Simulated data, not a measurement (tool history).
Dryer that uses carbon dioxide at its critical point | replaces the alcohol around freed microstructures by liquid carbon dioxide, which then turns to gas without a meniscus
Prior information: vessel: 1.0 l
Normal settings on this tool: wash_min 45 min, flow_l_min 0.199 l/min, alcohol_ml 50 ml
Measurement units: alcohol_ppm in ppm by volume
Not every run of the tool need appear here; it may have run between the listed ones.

| run | day | wash_min | flow_l_min | alcohol_ml | alcohol_ppm |
|---|---|---|---|---|---|
| 1 | 0 | 45 | 0.199 | 50 | 183 |
| 2 | 1.758 | 45 | 0.199 | 50 | 178 |
| 3 | 3.104 | 45 | 0.199 | 50 | 183 |
| 4 | 5.421 | 45 | 0.199 | 50 | 184 |
| 5 | 7.408 | 45 | 0.199 | 50 | 196 |
| 6 | 9.408 | 45 | 0.199 | 50 | 195 |
| 7 | 11.796 | 45 | 0.199 | 50 | 197 |
| 8 | 14.55 | 45 | 0.199 | 50 | 215 |
|  | 16.129 | inlet filter changed |
| 9 | 17.338 | 45 | 0.199 | 50 | 207 |
| 10 | 19.479 | 45 | 0.156 | 50 | 296 |
| 11 | 20.712 | 45 | 0.156 | 50 | 304 |
| 12 | 22.3 | 45 | 0.199 | 50 | 212 |
| 13 | 24.812 | 29 | 0.253 | 50 | 274 |
| 14 | 26.067 | 29 | 0.253 | 50 | 294 |
| 15 | 27.688 | 29 | 0.253 | 50 | 286 |
| 16 | 29.85 | 45 | 0.275 | 74 | 217 |
| 17 | 31.483 | 54 | 0.275 | 74 | 229 |
| 18 | 34.425 | 41 | 0.199 | 50 | 282 |
| 19 | 35.996 | 41 | 0.199 | 50 | 276 |
| 20 | 37.783 | 43 | 0.243 | 30 | 248 |
| 21 | 39.417 | 39 | 0.265 | 53 | 257 |
| 22 | 42.112 | 45 | 0.203 | 50 | 270 |
| 23 | 45.062 | 52 | 0.299 | 50 | 255 |

3 ways to go on from here, each from the tool as it stands after run 23. What would each give?
| A | 47.071 | 32 | 0.202 | 24 | ? |
| B | 47.071 | 30 | 0.214 | 21 | ? |
| C | 47.071 | 45 | 0.186 | 107 | ? |

| run | alcohol_ppm |
|---|---|
| A | 347 |
| B | 345 |
| C | 341 |
Without the tool's hidden state the same runs would have given:
| run | alcohol_ppm |
|---|---|
| A | 72 |
| B | 76 |
| C | 67 |
